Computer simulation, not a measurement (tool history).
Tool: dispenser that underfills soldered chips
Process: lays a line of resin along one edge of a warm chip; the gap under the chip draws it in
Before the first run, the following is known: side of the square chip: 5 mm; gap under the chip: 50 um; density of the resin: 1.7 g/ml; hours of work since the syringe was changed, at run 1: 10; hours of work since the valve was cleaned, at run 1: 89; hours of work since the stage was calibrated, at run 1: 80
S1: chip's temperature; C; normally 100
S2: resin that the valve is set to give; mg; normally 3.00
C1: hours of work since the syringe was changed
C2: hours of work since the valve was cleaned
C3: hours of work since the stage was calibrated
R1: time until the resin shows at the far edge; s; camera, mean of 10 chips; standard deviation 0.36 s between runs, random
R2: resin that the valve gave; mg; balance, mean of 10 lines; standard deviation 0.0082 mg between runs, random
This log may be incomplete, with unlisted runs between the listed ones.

run 1 hour=0.0 | S1=100 S2=3.00 | C1=10 C2=89 C3=80 | R1=46.4 R2=2.834
-- hour=3.2 new syringe of resin
run 2 hour=9.3 | S1=100 S2=3.00 | C1=5 C2=95 C3=86 | R1=30.2 R2=2.831
-- hour=12.5 dispensing valve cleaned and set on the balance
run 3 hour=15.9 | S1=86 S2=3.00 | C1=9 C2=3 C3=91 | R1=71.3 R2=2.994
-- hour=20.4 new syringe of resin
run 4 hour=22.3 | S1=86 S2=3.01 | C1=1 C2=7 C3=95 | R1=37.1 R2=2.982
run 5 hour=32.6 | S1=86 S2=3.01 | C1=9 C2=15 C3=103 | R1=70.1 R2=2.963
-- hour=36.9 new syringe of resin
run 6 hour=37.5 | S1=86 S2=3.01 | C1=0 C2=18 C3=106 | R1=35.1 R2=2.974
run 7 hour=43.2 | S1=115 S2=3.75 | C1=5 C2=23 C3=111 | R1=16.7 R2=3.694
run 8 hour=52.0 | S1=115 S2=3.75 | C1=11 C2=29 C3=117 | R1=27.8 R2=3.679
-- hour=53.6 new syringe of resin
run 9 hour=61.8 | S1=115 S2=3.75 | C1=6 C2=36 C3=124 | R1=19.2 R2=3.636
-- hour=69.9 new syringe of resin
run 10 hour=69.9 | S1=115 S2=3.75 | C1=0 C2=42 C3=130 | R1=11.3 R2=3.650
run 11 hour=78.7 | S1=111 S2=3.34 | C1=7 C2=49 C3=137 | R1=23.3 R2=3.237
-- hour=86.0 new syringe of resin
run 12 hour=88.3 | S1=111 S2=3.34 | C1=2 C2=56 C3=144 | R1=15.6 R2=3.221

Predict each of these 4 candidate next runs independently; none follows another, all start after run 12:
run A hour=94.9 | S1=86 S2=2.65 | C1=7 C2=61 C3=149 | R1=? R2=?
run B hour=94.9 | S1=102 S2=3.70 | C1=7 C2=61 C3=149 | R1=? R2=?
run C hour=94.9 | S1=100 S2=3.09 | C1=7 C2=61 C3=149 | R1=? R2=?
run D hour=94.9 | S1=100 S2=3.34 | C1=7 C2=61 C3=149 | R1=? R2=?

run=A R1=62.8 R2=2.540
run=B R1=30.8 R2=3.549
run=C R1=34.3 R2=2.960
run=D R1=34.4 R2=3.190
Without the tool's unlogged condition, the same runs would have read:
run=A R1=34.3 R2=2.646
run=B R1=16.9 R2=3.697
run=C R1=18.9 R2=3.084
run=D R1=19.3 R2=3.324
